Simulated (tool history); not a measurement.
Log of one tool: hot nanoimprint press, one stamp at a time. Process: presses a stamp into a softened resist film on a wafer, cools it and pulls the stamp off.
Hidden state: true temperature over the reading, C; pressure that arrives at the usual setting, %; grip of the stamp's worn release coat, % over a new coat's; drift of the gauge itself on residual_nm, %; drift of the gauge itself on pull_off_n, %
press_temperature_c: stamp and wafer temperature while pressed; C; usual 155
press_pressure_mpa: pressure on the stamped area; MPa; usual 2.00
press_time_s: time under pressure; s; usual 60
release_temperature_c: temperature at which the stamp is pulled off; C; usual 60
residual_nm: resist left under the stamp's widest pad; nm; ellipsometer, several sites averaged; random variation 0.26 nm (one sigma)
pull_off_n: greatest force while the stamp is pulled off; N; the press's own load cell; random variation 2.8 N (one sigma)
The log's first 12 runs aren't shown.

run,hour,press_temperature_c,press_pressure_mpa,press_time_s,release_temperature_c,hours of work since the thermocouple was calibrated,imprints on the stamp's release coat,hours of work since the press's seals were changed,residual_nm,pull_off_n
13,109.3,154,2.00,60,60,223,442,113,105.7,133
14,114.8,155,2.88,60,60,226,450,115,86.3,132
# hour 119.5: gauge calibrated
15,121.9,155,2.88,60,60,228,460,118,87.5,135
16,134.2,155,1.40,60,60,233,477,123,117.9,130
17,145.0,160,3.01,113,59,238,493,127,50.8,130
18,156.3,157,2.00,104,63,242,509,132,75.4,123
19,162.1,155,1.82,60,64,245,517,134,106.4,123
20,167.4,163,2.92,61,52,247,524,137,58.4,147
# hour 180.4: stamp cleaned and given a new release coat
21,181.8,151,2.43,68,60,250,2,140,108.6,133
22,187.5,147,2.43,48,55,253,10,142,141.2,148
23,197.6,147,2.43,48,55,257,25,146,141.2,140
24,204.7,155,2.41,49,51,260,35,149,101.2,151
25,212.9,155,2.41,49,51,263,46,153,100.4,152
# hour 221.9: plate thermocouple calibrated
26,226.4,149,1.68,41,63,2,61,157,150.3,127
# hour 232.9: gauge calibrated
27,236.7,167,2.00,60,60,6,76,161,59.1,130
28,243.1,167,2.00,60,60,9,85,164,59.0,129
29,253.6,167,2.64,30,60,13,100,168,68.5,134
30,262.6,155,1.70,60,60,16,112,171,109.3,133

Forecast each of these 4 alternatives for the next run:
A,271.4,156,2.75,60,59,20,125,175,?,?
B,271.4,155,2.00,60,60,20,125,175,?,?
C,271.4,155,1.70,89,63,20,125,175,?,?
D,271.4,155,1.70,60,49,20,125,175,?,?

run,residual_nm,pull_off_n
A,84.6,133
B,102.7,133
C,95.3,127
D,109.2,156
Without the tool's hidden state the same runs would have given:
run,residual_nm,pull_off_n
A,85.0,133
B,103.2,133
C,95.8,127
D,109.7,156
